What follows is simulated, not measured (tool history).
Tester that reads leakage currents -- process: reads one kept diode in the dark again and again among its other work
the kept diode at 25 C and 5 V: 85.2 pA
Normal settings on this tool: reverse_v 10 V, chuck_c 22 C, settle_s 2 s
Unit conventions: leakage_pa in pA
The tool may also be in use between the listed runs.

{"run": 1, "hour": 0.0, "reverse_v": 10, "chuck_c": 22, "settle_s": 2, "leakage_pa": 103.43}
{"run": 2, "hour": 20.1, "reverse_v": 10, "chuck_c": 22, "settle_s": 2, "leakage_pa": 102.97}
{"run": 3, "hour": 39.4, "reverse_v": 19.3, "chuck_c": 22, "settle_s": 2, "leakage_pa": 146.67}
{"run": 4, "hour": 56.5, "reverse_v": 19.3, "chuck_c": 22, "settle_s": 3.21, "leakage_pa": 146.64}
{"run": 5, "hour": 92.3, "reverse_v": 19.3, "chuck_c": 22, "settle_s": 3.21, "leakage_pa": 147.26}
{"run": 6, "hour": 124.3, "reverse_v": 10, "chuck_c": 22, "settle_s": 2, "leakage_pa": 104.44}
{"run": 7, "hour": 152.9, "reverse_v": 10, "chuck_c": 22, "settle_s": 2, "leakage_pa": 104.71}
{"run": 8, "hour": 175.6, "reverse_v": 10, "chuck_c": 22, "settle_s": 2, "leakage_pa": 104.58}
{"run": 9, "hour": 205.2, "reverse_v": 10, "chuck_c": 22, "settle_s": 2, "leakage_pa": 104.93}
{"run": 10, "hour": 221.2, "reverse_v": 10, "chuck_c": 22, "settle_s": 2, "leakage_pa": 105.5}
{"run": 11, "hour": 244.1, "reverse_v": 10, "chuck_c": 22, "settle_s": 2, "leakage_pa": 105.18}
{"run": 12, "hour": 261.2, "reverse_v": 13.5, "chuck_c": 22, "settle_s": 2, "leakage_pa": 124.06}
{"run": 13, "hour": 277.9, "reverse_v": 13.5, "chuck_c": 22, "settle_s": 2, "leakage_pa": 124.07}
{"run": 14, "hour": 309.1, "reverse_v": 13.5, "chuck_c": 22, "settle_s": 2, "leakage_pa": 124.13}
{"run": 15, "hour": 331.6, "reverse_v": 13.5, "chuck_c": 22, "settle_s": 2, "leakage_pa": 124.61}
{"run": 16, "hour": 350.1, "reverse_v": 13.5, "chuck_c": 22, "settle_s": 2, "leakage_pa": 125.7}
{"run": 17, "hour": 382.1, "reverse_v": 13.5, "chuck_c": 22, "settle_s": 2, "leakage_pa": 125.6}
{"run": 18, "hour": 412.3, "reverse_v": 13.5, "chuck_c": 22, "settle_s": 2, "leakage_pa": 126.38}
{"run": 19, "hour": 435.5, "reverse_v": 1.2, "chuck_c": 31, "settle_s": 2.3, "leakage_pa": 66.5}
{"run": 20, "hour": 456.7, "reverse_v": 2.6, "chuck_c": 50, "settle_s": 3.62, "leakage_pa": 341.64}
{"run": 21, "hour": 489.6, "reverse_v": 2.6, "chuck_c": 50, "settle_s": 3.62, "leakage_pa": 343.39}
{"hour": 494.4, "done": "tester calibrated"}
{"run": 22, "hour": 508.7, "reverse_v": 10.8, "chuck_c": 50, "settle_s": 0.58, "leakage_pa": 716.58}
{"run": 23, "hour": 527.5, "reverse_v": 8.1, "chuck_c": 52, "settle_s": 1.88, "leakage_pa": 694.6}
{"run": 24, "hour": 549.6, "reverse_v": 9, "chuck_c": 26, "settle_s": 0.45, "leakage_pa": 137.38}
{"run": 25, "hour": 575.0, "reverse_v": 1.2, "chuck_c": 22, "settle_s": 6.96, "leakage_pa": 35.69}
{"hour": 579.9, "done": "tester calibrated, once more"}
{"run": 26, "hour": 593.6, "reverse_v": 5.3, "chuck_c": 22, "settle_s": 1.1, "leakage_pa": 78.56}
{"run": 27, "hour": 619.3, "reverse_v": 5.3, "chuck_c": 22, "settle_s": 1.1, "leakage_pa": 78.42}
{"run": 28, "hour": 644.0, "reverse_v": 3.3, "chuck_c": 36, "settle_s": 1.79, "leakage_pa": 161.12}
{"run": 29, "hour": 662.9, "reverse_v": 3.3, "chuck_c": 49, "settle_s": 0.62, "leakage_pa": 371.21}
{"run": 30, "hour": 685.6, "reverse_v": 8.5, "chuck_c": 22, "settle_s": 3.04, "leakage_pa": 101.04}
{"run": 31, "hour": 715.4, "reverse_v": 6, "chuck_c": 22, "settle_s": 1.03, "leakage_pa": 84.58}

What if the next run were any one of these 4? Each begins from the tool's condition after run 31:
{"run": "A", "hour": 744.9, "reverse_v": 10, "chuck_c": 49, "settle_s": 6.62, "leakage_pa": "?"}
{"run": "B", "hour": 744.9, "reverse_v": 8.2, "chuck_c": 22, "settle_s": 2.13, "leakage_pa": "?"}
{"run": "C", "hour": 744.9, "reverse_v": 1.2, "chuck_c": 21, "settle_s": 1.03, "leakage_pa": "?"}
{"run": "D", "hour": 744.9, "reverse_v": 2.2, "chuck_c": 25, "settle_s": 0.48, "leakage_pa": "?"}

run=A leakage_pa=661.75
run=B leakage_pa=100.01
run=C leakage_pa=34.03
run=D leakage_pa=62.34
What these runs would have given with no unlogged condition in the tool:
run=A leakage_pa=608.88
run=B leakage_pa=88.64
run=C leakage_pa=30.63
run=D leakage_pa=56.27
